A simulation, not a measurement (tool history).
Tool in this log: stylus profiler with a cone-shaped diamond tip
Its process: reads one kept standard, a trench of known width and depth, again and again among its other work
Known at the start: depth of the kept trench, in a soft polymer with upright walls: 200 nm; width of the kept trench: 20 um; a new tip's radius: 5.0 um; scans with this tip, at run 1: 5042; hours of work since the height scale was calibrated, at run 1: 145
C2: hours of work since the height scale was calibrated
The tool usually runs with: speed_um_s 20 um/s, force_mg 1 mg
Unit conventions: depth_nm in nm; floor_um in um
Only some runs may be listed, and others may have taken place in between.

run 1 hour=0 | speed_um_s=20 force_mg=1 | scans_with_this_tip=5042 C2=145 | depth_nm=201.69 floor_um=16.33
run 2 hour=48.1 | speed_um_s=22 force_mg=1 | scans_with_this_tip=5197 C2=176 | depth_nm=201.66 floor_um=16.27
run 3 hour=89.1 | speed_um_s=22 force_mg=2.02 | scans_with_this_tip=5329 C2=203 | depth_nm=202.69 floor_um=16.26
run 4 hour=131 | speed_um_s=22 force_mg=2.02 | scans_with_this_tip=5464 C2=230 | depth_nm=202.76 floor_um=16.21
run 5 hour=174.6 | speed_um_s=20 force_mg=1 | scans_with_this_tip=5604 C2=258 | depth_nm=201.73 floor_um=16.21
run 6 hour=242.6 | speed_um_s=20 force_mg=1 | scans_with_this_tip=5823 C2=302 | depth_nm=201.68 floor_um=16.13
run 7 hour=283.4 | speed_um_s=7 force_mg=1 | scans_with_this_tip=5955 C2=328 | depth_nm=201.77 floor_um=16.2
run 8 hour=336 | speed_um_s=7 force_mg=1 | scans_with_this_tip=6124 C2=362 | depth_nm=201.73 floor_um=16.18
run 9 hour=384 | speed_um_s=7 force_mg=1 | scans_with_this_tip=6279 C2=393 | depth_nm=201.79 floor_um=16.09
run 10 hour=446.9 | speed_um_s=7 force_mg=1 | scans_with_this_tip=6481 C2=433 | depth_nm=201.83 floor_um=16.12
run 11 hour=504.6 | speed_um_s=7 force_mg=1 | scans_with_this_tip=6667 C2=470 | depth_nm=201.88 floor_um=16.05
run 12 hour=552 | speed_um_s=17 force_mg=1 | scans_with_this_tip=6820 C2=501 | depth_nm=201.9 floor_um=16.01
run 13 hour=588.9 | speed_um_s=17 force_mg=1 | scans_with_this_tip=6939 C2=525 | depth_nm=201.91 floor_um=16.02
run 14 hour=648.2 | speed_um_s=17 force_mg=1 | scans_with_this_tip=7130 C2=563 | depth_nm=201.89 floor_um=16.01
run 15 hour=683.3 | speed_um_s=17 force_mg=1 | scans_with_this_tip=7243 C2=586 | depth_nm=201.82 floor_um=15.98
run 16 hour=751.5 | speed_um_s=17 force_mg=1 | scans_with_this_tip=7462 C2=630 | depth_nm=201.89 floor_um=15.9
run 17 hour=795 | speed_um_s=17 force_mg=1 | scans_with_this_tip=7602 C2=658 | depth_nm=201.97 floor_um=15.9
run 18 hour=850.9 | speed_um_s=17 force_mg=1 | scans_with_this_tip=7782 C2=694 | depth_nm=201.84 floor_um=15.92
run 19 hour=880 | speed_um_s=17 force_mg=1 | scans_with_this_tip=7876 C2=712 | depth_nm=201.86 floor_um=15.92
run 20 hour=909.7 | speed_um_s=17 force_mg=1 | scans_with_this_tip=7972 C2=731 | depth_nm=202 floor_um=15.84
-- hour=915.7 height scale calibrated on a step standard
run 21 hour=962.6 | speed_um_s=46 force_mg=0.66 | scans_with_this_tip=8141 C2=30 | depth_nm=201.82 floor_um=15.71
run 22 hour=1018.9 | speed_um_s=46 force_mg=0.66 | scans_with_this_tip=8322 C2=66 | depth_nm=201.89 floor_um=15.7
-- hour=1026.8 height scale calibrated on a step standard, once more
run 23 hour=1069 | speed_um_s=14 force_mg=0.44 | scans_with_this_tip=8482 C2=27 | depth_nm=200.95 floor_um=15.73
run 24 hour=1115.8 | speed_um_s=57 force_mg=0.39 | scans_with_this_tip=8632 C2=57 | depth_nm=200.89 floor_um=15.49
run 25 hour=1183.1 | speed_um_s=20 force_mg=0.87 | scans_with_this_tip=8849 C2=101 | depth_nm=201.51 floor_um=15.74
run 26 hour=1240.2 | speed_um_s=20 force_mg=0.87 | scans_with_this_tip=9033 C2=137 | depth_nm=201.5 floor_um=15.7
run 27 hour=1310.4 | speed_um_s=20 force_mg=0.87 | scans_with_this_tip=9259 C2=183 | depth_nm=201.58 floor_um=15.65
run 28 hour=1359.3 | speed_um_s=58 force_mg=0.35 | scans_with_this_tip=9417 C2=214 | depth_nm=200.98 floor_um=15.34
run 29 hour=1394.6 | speed_um_s=44 force_mg=0.35 | scans_with_this_tip=9530 C2=237 | depth_nm=200.93 floor_um=15.45
run 30 hour=1432.5 | speed_um_s=26 force_mg=0.58 | scans_with_this_tip=9652 C2=261 | depth_nm=201.38 floor_um=15.55
run 31 hour=1466.8 | speed_um_s=9 force_mg=1.12 | scans_with_this_tip=9763 C2=283 | depth_nm=202 floor_um=15.65
run 32 hour=1516.6 | speed_um_s=68 force_mg=0.84 | scans_with_this_tip=9923 C2=316 | depth_nm=201.64 floor_um=15.37
run 33 hour=1560.4 | speed_um_s=12 force_mg=1.69 | scans_with_this_tip=10065 C2=344 | depth_nm=202.48 floor_um=15.6
run 34 hour=1631.9 | speed_um_s=9 force_mg=1.95 | scans_with_this_tip=10295 C2=390 | depth_nm=202.75 floor_um=15.55
run 35 hour=1681.3 | speed_um_s=9 force_mg=1.95 | scans_with_this_tip=10454 C2=422 | depth_nm=202.78 floor_um=15.6
run 36 hour=1744.7 | speed_um_s=5 force_mg=0.45 | scans_with_this_tip=10658 C2=462 | depth_nm=201.24 floor_um=15.55
run 37 hour=1808.6 | speed_um_s=17 force_mg=0.38 | scans_with_this_tip=10864 C2=504 | depth_nm=201.05 floor_um=15.46
run 38 hour=1872.5 | speed_um_s=20 force_mg=0.51 | scans_with_this_tip=11070 C2=545 | depth_nm=201.32 floor_um=15.34

For some of the steps in depth_nm from one run to the next: how much would appear even if the tool had no hidden state, given the settings, what came in and random variation, and how much remains for the hidden state plus any gauge scatter that the measured result and the result without hidden state don't share?
What the log doesn't record here: radius of the tip, um; height scale over the true one, %; drift of the gauge itself on depth_nm, %; drift of the gauge itself on floor_um, %.
Run 2 -> 3: force_mg 1 -> 2.02. depth_nm +1.03 nm: hidden state +0.01, all else +1.02.
Run 4 -> 5: speed_um_s 22 -> 20, force_mg 2.02 -> 1. depth_nm -1.03 nm: hidden state +0.02, all else -1.05.
Run 7 -> 8: settings left as they were, no log entry in between. depth_nm -0.04 nm: hidden state +0.03, all else -0.07.
Run 20 -> 21: speed_um_s 17 -> 46, force_mg 1 -> 0.66, height scale calibrated on a step standard. depth_nm -0.18 nm: hidden state +0.25, all else -0.43.
Run 22 -> 23: speed_um_s 46 -> 14, force_mg 0.66 -> 0.44, height scale calibrated on a step standard, once more. depth_nm -0.94 nm: hidden state -0.59, all else -0.35.
Run 35 -> 36: speed_um_s 9 -> 5, force_mg 1.95 -> 0.45. depth_nm -1.54 nm: hidden state +0.03, all else -1.57.
